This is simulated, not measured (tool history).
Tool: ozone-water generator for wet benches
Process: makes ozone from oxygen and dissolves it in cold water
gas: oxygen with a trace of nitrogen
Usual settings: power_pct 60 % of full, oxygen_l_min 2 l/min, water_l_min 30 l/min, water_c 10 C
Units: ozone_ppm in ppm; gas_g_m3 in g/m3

run 1 hour=0 | power_pct=60 oxygen_l_min=2 water_l_min=30 water_c=10 | ozone_ppm=8.4 gas_g_m3=197.3
run 2 hour=29 | power_pct=60 oxygen_l_min=2 water_l_min=30 water_c=10 | ozone_ppm=8.6 gas_g_m3=197.6
run 3 hour=68.5 | power_pct=60 oxygen_l_min=2 water_l_min=30 water_c=10 | ozone_ppm=8.5 gas_g_m3=195.2
run 4 hour=114.3 | power_pct=60 oxygen_l_min=2 water_l_min=30 water_c=10 | ozone_ppm=8.4 gas_g_m3=195.3
run 5 hour=159.7 | power_pct=60 oxygen_l_min=2 water_l_min=30 water_c=10 | ozone_ppm=8.6 gas_g_m3=197
run 6 hour=178.5 | power_pct=60 oxygen_l_min=2 water_l_min=30 water_c=10 | ozone_ppm=8.4 gas_g_m3=195.3
run 7 hour=210.4 | power_pct=60 oxygen_l_min=2 water_l_min=30 water_c=10 | ozone_ppm=8.3 gas_g_m3=195.1
run 8 hour=251.8 | power_pct=56 oxygen_l_min=2 water_l_min=30 water_c=10 | ozone_ppm=8 gas_g_m3=184.8
run 9 hour=277.9 | power_pct=56 oxygen_l_min=2 water_l_min=30 water_c=10 | ozone_ppm=7.9 gas_g_m3=183.1
run 10 hour=302.9 | power_pct=56 oxygen_l_min=2 water_l_min=30 water_c=10 | ozone_ppm=8 gas_g_m3=184.9
run 11 hour=346.8 | power_pct=56 oxygen_l_min=2 water_l_min=30 water_c=10 | ozone_ppm=7.8 gas_g_m3=185
run 12 hour=389.4 | power_pct=56 oxygen_l_min=2 water_l_min=30 water_c=10 | ozone_ppm=7.6 gas_g_m3=182.9
run 13 hour=424.4 | power_pct=56 oxygen_l_min=2 water_l_min=30 water_c=10 | ozone_ppm=8 gas_g_m3=182.7
run 14 hour=466.4 | power_pct=56 oxygen_l_min=2 water_l_min=30 water_c=10 | ozone_ppm=8 gas_g_m3=183.3
run 15 hour=508.5 | power_pct=57 oxygen_l_min=2 water_l_min=30 water_c=10 | ozone_ppm=8 gas_g_m3=187.6
run 16 hour=529.5 | power_pct=60 oxygen_l_min=2 water_l_min=30 water_c=10 | ozone_ppm=8.5 gas_g_m3=196.4
run 17 hour=565.5 | power_pct=60 oxygen_l_min=2 water_l_min=30 water_c=10 | ozone_ppm=8.4 gas_g_m3=195.6
run 18 hour=586.5 | power_pct=60 oxygen_l_min=2.2 water_l_min=32 water_c=10 | ozone_ppm=8.3 gas_g_m3=188.4
run 19 hour=623.2 | power_pct=76 oxygen_l_min=1.77 water_l_min=18 water_c=10 | ozone_ppm=16.9 gas_g_m3=257.9
run 20 hour=652.4 | power_pct=76 oxygen_l_min=1.77 water_l_min=18 water_c=10 | ozone_ppm=17 gas_g_m3=257.1
run 21 hour=680.1 | power_pct=76 oxygen_l_min=1.77 water_l_min=18 water_c=10 | ozone_ppm=17.3 gas_g_m3=259.5
run 22 hour=713.3 | power_pct=47 oxygen_l_min=1.27 water_l_min=45 water_c=17 | ozone_ppm=3.4 gas_g_m3=193.6
run 23 hour=745.4 | power_pct=73 oxygen_l_min=2 water_l_min=30 water_c=7 | ozone_ppm=10.1 gas_g_m3=235.9
-- hour=752.3 contactor cleaned
run 24 hour=782.4 | power_pct=73 oxygen_l_min=2 water_l_min=30 water_c=7 | ozone_ppm=10.4 gas_g_m3=234.3
run 25 hour=808.7 | power_pct=79 oxygen_l_min=2 water_l_min=31 water_c=10 | ozone_ppm=10.5 gas_g_m3=250.9
run 26 hour=854.9 | power_pct=45 oxygen_l_min=1.14 water_l_min=45 water_c=10 | ozone_ppm=3.1 gas_g_m3=197.3

Run 27 comes next. What will it give?
run 27 hour=878 | power_pct=45 oxygen_l_min=1.29 water_l_min=19 water_c=8 | ozone_ppm=? gas_g_m3=?

ozone_ppm: 9.2 ppm
gas_g_m3: 186.7 g/m3
Without the tool's hidden state the same run would have given ozone_ppm 9.2 ppm, gas_g_m3 186.7 g/m3.
